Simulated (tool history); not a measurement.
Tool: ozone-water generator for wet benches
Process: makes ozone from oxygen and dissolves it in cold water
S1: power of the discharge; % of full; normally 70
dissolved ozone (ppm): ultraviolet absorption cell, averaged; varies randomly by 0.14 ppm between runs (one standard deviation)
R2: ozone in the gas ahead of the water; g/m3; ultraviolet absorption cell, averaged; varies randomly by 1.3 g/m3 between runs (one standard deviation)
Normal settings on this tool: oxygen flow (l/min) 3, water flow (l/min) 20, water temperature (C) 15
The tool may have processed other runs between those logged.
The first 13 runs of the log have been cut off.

Run 14, hour 839: usual settings but water flow (l/min) 17. Result: dissolved ozone (ppm) 18.6, R2 244.3 g/m3.
Run 15, hour 904.3: usual settings but water flow (l/min) 17. Result: dissolved ozone (ppm) 18.8, R2 243.3 g/m3.
Run 16, hour 978.6: usual settings but water flow (l/min) 17. Result: dissolved ozone (ppm) 18.9, R2 245.5 g/m3.
Run 17, hour 1065.5: usual settings but S1 45 % of full, water flow (l/min) 23. Result: dissolved ozone (ppm) 10.2, R2 182.2 g/m3.
Run 18, hour 1129.4: usual settings but S1 45 % of full, water flow (l/min) 23. Result: dissolved ozone (ppm) 10.2, R2 180.1 g/m3.
Run 19, hour 1208.5: usual settings but S1 45 % of full, oxygen flow (l/min) 5.36, water flow (l/min) 23, water temperature (C) 13. Result: dissolved ozone (ppm) 10.2, R2 121.3 g/m3.
Run 20, hour 1256.1: usual settings but S1 45 % of full, oxygen flow (l/min) 5.36, water flow (l/min) 23, water temperature (C) 13. Result: dissolved ozone (ppm) 10.5, R2 120.8 g/m3.
Run 21, hour 1338.6: usual settings but S1 45 % of full, oxygen flow (l/min) 5.36, water flow (l/min) 23, water temperature (C) 13. Result: dissolved ozone (ppm) 10.1, R2 121.8 g/m3.
Run 22, hour 1385.6: usual settings but S1 45 % of full, oxygen flow (l/min) 5.36, water flow (l/min) 23, water temperature (C) 13. Result: dissolved ozone (ppm) 10.3, R2 122.9 g/m3.
Run 23, hour 1440.7: usual settings but S1 45 % of full, oxygen flow (l/min) 1.8, water flow (l/min) 32, water temperature (C) 13. Result: dissolved ozone (ppm) 6.5, R2 258.4 g/m3.
Run 24, hour 1484.6: usual settings but oxygen flow (l/min) 5.25, water flow (l/min) 29, water temperature (C) 14. Result: dissolved ozone (ppm) 11, R2 165 g/m3.
Run 25, hour 1551.7: usual settings but water flow (l/min) 23, water temperature (C) 10. Result: dissolved ozone (ppm) 14.2, R2 243.6 g/m3.
Run 26, hour 1597.6: usual settings but water flow (l/min) 26, water temperature (C) 19. Result: dissolved ozone (ppm) 11.3, R2 243.1 g/m3.
Run 27, hour 1674.9: usual settings but water flow (l/min) 26, water temperature (C) 19. Result: dissolved ozone (ppm) 11.6, R2 245.8 g/m3.
Run 28, hour 1767.2: usual settings but S1 41 % of full, oxygen flow (l/min) 1.58, water flow (l/min) 13, water temperature (C) 11. Result: dissolved ozone (ppm) 17.7, R2 266.4 g/m3.
Run 29, hour 1847.5: usual settings but S1 47 % of full, oxygen flow (l/min) 1.89, water flow (l/min) 24, water temperature (C) 21. Result: dissolved ozone (ppm) 9.5, R2 259.3 g/m3.
Run 30, hour 1922.4: usual settings but S1 56 % of full, oxygen flow (l/min) 5.23, water flow (l/min) 22, water temperature (C) 14. Result: dissolved ozone (ppm) 12.4, R2 143.8 g/m3.
Run 31, hour 2005.5: usual settings but S1 51 % of full, water temperature (C) 13. Result: dissolved ozone (ppm) 13.3, R2 195.5 g/m3.
Run 32, hour 2047.8: usual settings but S1 58 % of full, water flow (l/min) 16. Result: dissolved ozone (ppm) 17.8, R2 216 g/m3.

Each row is a separate what-if for the run after 32, all from the same tool condition, not one after another. Results?
Run A, hour 2102.9: usual settings but S1 68 % of full, water temperature (C) 8. Result: dissolved ozone (ppm) ?, R2 ?.
Run B, hour 2102.9: usual settings but S1 58 % of full, oxygen flow (l/min) 4.38, water flow (l/min) 16. Result: dissolved ozone (ppm) ?, R2 ?.
Run C, hour 2102.9: usual settings but S1 94 % of full, water flow (l/min) 16, water temperature (C) 13. Result: dissolved ozone (ppm) ?, R2 ?.
Run D, hour 2102.9: usual settings but water flow (l/min) 18, water temperature (C) 21. Result: dissolved ozone (ppm) ?, R2 ?.
Run E, hour 2102.9: usual settings but S1 48 % of full, oxygen flow (l/min) 4.54, water flow (l/min) 31. Result: dissolved ozone (ppm) ?, R2 ?.

run  dissolved ozone (ppm)     R2
  A                   16.5  238.2
  B                     17  166.7
  C                   24.7  296.7
  D                   16.5  243.9
  E                    7.7  142.9
Stripped of hidden state, with their random variation kept, the same runs would have yielded:
run  dissolved ozone (ppm)     R2
  A                   16.5  238.4
  B                     17  166.8
  C                   24.7  296.9
  D                   16.5    244
  E                    7.7    143

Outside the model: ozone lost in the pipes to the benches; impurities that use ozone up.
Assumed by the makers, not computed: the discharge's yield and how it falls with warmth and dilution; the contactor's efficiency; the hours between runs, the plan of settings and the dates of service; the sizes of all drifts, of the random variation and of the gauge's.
